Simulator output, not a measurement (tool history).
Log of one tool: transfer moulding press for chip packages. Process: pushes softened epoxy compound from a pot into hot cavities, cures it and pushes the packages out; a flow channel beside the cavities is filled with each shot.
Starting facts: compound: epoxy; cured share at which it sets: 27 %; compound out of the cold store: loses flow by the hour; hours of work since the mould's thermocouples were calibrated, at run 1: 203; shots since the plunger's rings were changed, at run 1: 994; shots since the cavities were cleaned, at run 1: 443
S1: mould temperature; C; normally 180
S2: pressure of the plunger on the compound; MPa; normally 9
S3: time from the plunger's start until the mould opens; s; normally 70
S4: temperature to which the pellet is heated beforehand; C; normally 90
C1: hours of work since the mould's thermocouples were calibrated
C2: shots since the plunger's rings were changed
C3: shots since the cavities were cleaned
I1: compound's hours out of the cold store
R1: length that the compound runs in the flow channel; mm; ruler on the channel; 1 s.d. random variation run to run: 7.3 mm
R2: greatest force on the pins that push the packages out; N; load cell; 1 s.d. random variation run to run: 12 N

run 1 hour=0 | S1=180 S2=9 S3=70 S4=90 | C1=203 C2=994 C3=443 | I1=31.1 | R1=803 R2=1004
run 2 hour=28.2 | S1=180 S2=9 S3=70 S4=90 | C1=215 C2=1293 C3=742 | I1=36.2 | R1=782 R2=1115
-- hour=64.4 cavities cleaned with cleaning compound and waxed
run 3 hour=66.5 | S1=180 S2=9 S3=70 S4=90 | C1=230 C2=1684 C3=22 | I1=19 | R1=835 R2=1651
run 4 hour=85.8 | S1=180 S2=9 S3=70 S4=90 | C1=238 C2=1889 C3=227 | I1=18.8 | R1=818 R2=1569
run 5 hour=121.7 | S1=180 S2=9 S3=70 S4=85 | C1=253 C2=2271 C3=609 | I1=25.8 | R1=794 R2=1405
run 6 hour=158.7 | S1=180 S2=9 S3=70 S4=85 | C1=269 C2=2664 C3=1002 | I1=35.8 | R1=752 R2=1381
-- hour=170.1 cavities cleaned with cleaning compound and waxed
run 7 hour=183.4 | S1=180 S2=9 S3=70 S4=85 | C1=279 C2=2910 C3=142 | I1=25 | R1=793 R2=752
run 8 hour=201.3 | S1=180 S2=9 S3=70 S4=85 | C1=286 C2=3100 C3=332 | I1=19.6 | R1=811 R2=943
run 9 hour=231.6 | S1=180 S2=9 S3=70 S4=85 | C1=299 C2=3422 C3=654 | I1=34.6 | R1=743 R2=1087
-- hour=242.7 cavities cleaned with cleaning compound and waxed, once more
run 10 hour=251.1 | S1=180 S2=9 S3=70 S4=85 | C1=307 C2=3613 C3=90 | I1=36.5 | R1=734 R2=706
run 11 hour=272.3 | S1=180 S2=9 S3=70 S4=85 | C1=316 C2=3838 C3=315 | I1=41.7 | R1=727 R2=834
run 12 hour=294.4 | S1=180 S2=9 S3=53 S4=90 | C1=325 C2=4072 C3=549 | I1=31.5 | R1=760 R2=2036
run 13 hour=320.1 | S1=180 S2=9 S3=70 S4=90 | C1=336 C2=4345 C3=822 | I1=27.5 | R1=764 R2=1096
run 14 hour=339.7 | S1=180 S2=9 S3=70 S4=90 | C1=344 C2=4554 C3=1031 | I1=47.1 | R1=690 R2=1146
-- hour=348.4 cavities cleaned with cleaning compound and waxed
run 15 hour=365.5 | S1=180 S2=9 S3=55 S4=85 | C1=354 C2=4812 C3=181 | I1=40.5 | R1=710 R2=1425
-- hour=387.1 plunger's sealing rings changed
run 16 hour=389.8 | S1=180 S2=8.21 S3=70 S4=90 | C1=363 C2=29 C3=413 | I1=28.5 | R1=788 R2=954
run 17 hour=415.5 | S1=180 S2=9 S3=70 S4=90 | C1=374 C2=302 C3=686 | I1=42 | R1=786 R2=1050
run 18 hour=441.2 | S1=180 S2=9 S3=70 S4=90 | C1=385 C2=574 C3=958 | I1=17.4 | R1=861 R2=1248
-- hour=457.5 cavities cleaned with cleaning compound and waxed
run 19 hour=477.9 | S1=180 S2=9 S3=70 S4=81 | C1=400 C2=949 C3=217 | I1=17.5 | R1=840 R2=872

For run 20, what comes out?
run 20 hour=504.6 | S1=180 S2=9 S3=70 S4=97 | C1=411 C2=1232 C3=500 | I1=26.6 | R1=? R2=?

Run 20 produced R1 815 mm, R2 943 N.
With the hidden condition absent and the run-to-run variation left alone, this run would have shown R1 832 mm, R2 517 N.

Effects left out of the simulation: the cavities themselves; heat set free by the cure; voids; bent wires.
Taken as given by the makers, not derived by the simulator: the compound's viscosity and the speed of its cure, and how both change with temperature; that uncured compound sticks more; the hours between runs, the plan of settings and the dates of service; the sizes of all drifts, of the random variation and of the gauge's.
